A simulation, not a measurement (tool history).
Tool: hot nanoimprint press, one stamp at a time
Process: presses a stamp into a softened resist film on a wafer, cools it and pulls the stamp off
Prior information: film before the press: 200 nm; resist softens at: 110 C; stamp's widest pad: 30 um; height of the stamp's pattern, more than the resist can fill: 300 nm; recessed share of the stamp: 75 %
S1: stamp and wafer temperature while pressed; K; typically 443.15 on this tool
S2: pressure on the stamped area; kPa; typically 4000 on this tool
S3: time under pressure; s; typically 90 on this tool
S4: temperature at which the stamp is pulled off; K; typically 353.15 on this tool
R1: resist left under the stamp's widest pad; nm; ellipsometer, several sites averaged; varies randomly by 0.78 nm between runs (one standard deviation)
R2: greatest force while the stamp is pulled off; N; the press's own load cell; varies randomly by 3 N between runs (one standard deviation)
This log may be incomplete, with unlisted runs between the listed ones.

run 1 day=0 | S1=443.15 S2=4000 S3=90 S4=353.15 | R1=110.7 R2=179
run 2 day=0.325 | S1=443.15 S2=3710 S3=90 S4=353.15 | R1=111.6 R2=172
run 3 day=1.021 | S1=443.15 S2=3710 S3=90 S4=353.15 | R1=113.5 R2=173
run 4 day=1.342 | S1=443.15 S2=3710 S3=90 S4=353.15 | R1=113.7 R2=175
run 5 day=1.958 | S1=443.15 S2=2520 S3=90 S4=353.15 | R1=130.9 R2=171
run 6 day=2.4 | S1=443.15 S2=2520 S3=90 S4=353.15 | R1=133.2 R2=174
run 7 day=2.954 | S1=443.15 S2=4000 S3=90 S4=344.15 | R1=111.3 R2=208
run 8 day=3.517 | S1=443.15 S2=4000 S3=90 S4=344.15 | R1=110.2 R2=213
run 9 day=3.979 | S1=443.15 S2=4000 S3=90 S4=344.15 | R1=110.7 R2=207
run 10 day=4.625 | S1=443.15 S2=4000 S3=90 S4=353.15 | R1=112.9 R2=178
run 11 day=5.212 | S1=443.15 S2=4000 S3=90 S4=353.15 | R1=112.9 R2=179
run 12 day=5.812 | S1=443.15 S2=4000 S3=90 S4=353.15 | R1=111.7 R2=181
run 13 day=6.129 | S1=443.15 S2=4000 S3=90 S4=340.15 | R1=113.4 R2=231
run 14 day=6.7 | S1=443.15 S2=4000 S3=90 S4=340.15 | R1=112 R2=227
run 15 day=7.375 | S1=443.15 S2=4000 S3=90 S4=340.15 | R1=111.5 R2=236
run 16 day=8.1 | S1=443.15 S2=4000 S3=158 S4=353.15 | R1=92.6 R2=186
-- day=8.483 plate thermocouple calibrated
run 17 day=8.712 | S1=443.15 S2=4000 S3=158 S4=353.15 | R1=81.5 R2=173
run 18 day=9.021 | S1=443.15 S2=4000 S3=158 S4=353.15 | R1=82.3 R2=178
run 19 day=9.654 | S1=441.15 S2=4000 S3=90 S4=353.15 | R1=111.8 R2=175
run 20 day=10.071 | S1=451.15 S2=3400 S3=86 S4=345.15 | R1=72.7 R2=209
run 21 day=10.804 | S1=439.15 S2=4430 S3=80 S4=348.15 | R1=125.1 R2=204
run 22 day=11.504 | S1=445.15 S2=5000 S3=63 S4=355.15 | R1=92.9 R2=174
run 23 day=11.846 | S1=434.15 S2=3840 S3=124 S4=355.15 | R1=146.8 R2=174
run 24 day=12.458 | S1=433.15 S2=4000 S3=90 S4=344.15 | R1=158.7 R2=222
run 25 day=12.858 | S1=439.15 S2=3500 S3=142 S4=349.15 | R1=113.9 R2=201
run 26 day=13.562 | S1=439.15 S2=3620 S3=110 S4=349.15 | R1=121.2 R2=200
run 27 day=14.15 | S1=438.15 S2=4000 S3=67 S4=347.15 | R1=143 R2=208
run 28 day=14.8 | S1=438.15 S2=4000 S3=67 S4=347.15 | R1=142.6 R2=211
run 29 day=15.304 | S1=432.15 S2=3430 S3=99 S4=339.15 | R1=170.3 R2=260

Predict each of these 4 candidate next runs independently; none follows another, all start after run 29:
run A day=15.612 | S1=437.15 S2=4730 S3=90 S4=353.15 | R1=? R2=?
run B day=15.612 | S1=443.15 S2=4450 S3=49 S4=360.15 | R1=? R2=?
run C day=15.612 | S1=451.15 S2=4000 S3=90 S4=353.15 | R1=? R2=?
run D day=15.612 | S1=438.15 S2=4000 S3=80 S4=342.15 | R1=? R2=?

run=A R1=130.1 R2=189
run=B R1=121.1 R2=157
run=C R1=67.5 R2=185
run=D R1=135.4 R2=231
With the hidden condition removed and each run's random variation left untouched, the same runs would have given:
run=A R1=125.2 R2=141
run=B R1=116.6 R2=117
run=C R1=64.6 R2=139
run=D R1=130.9 R2=173
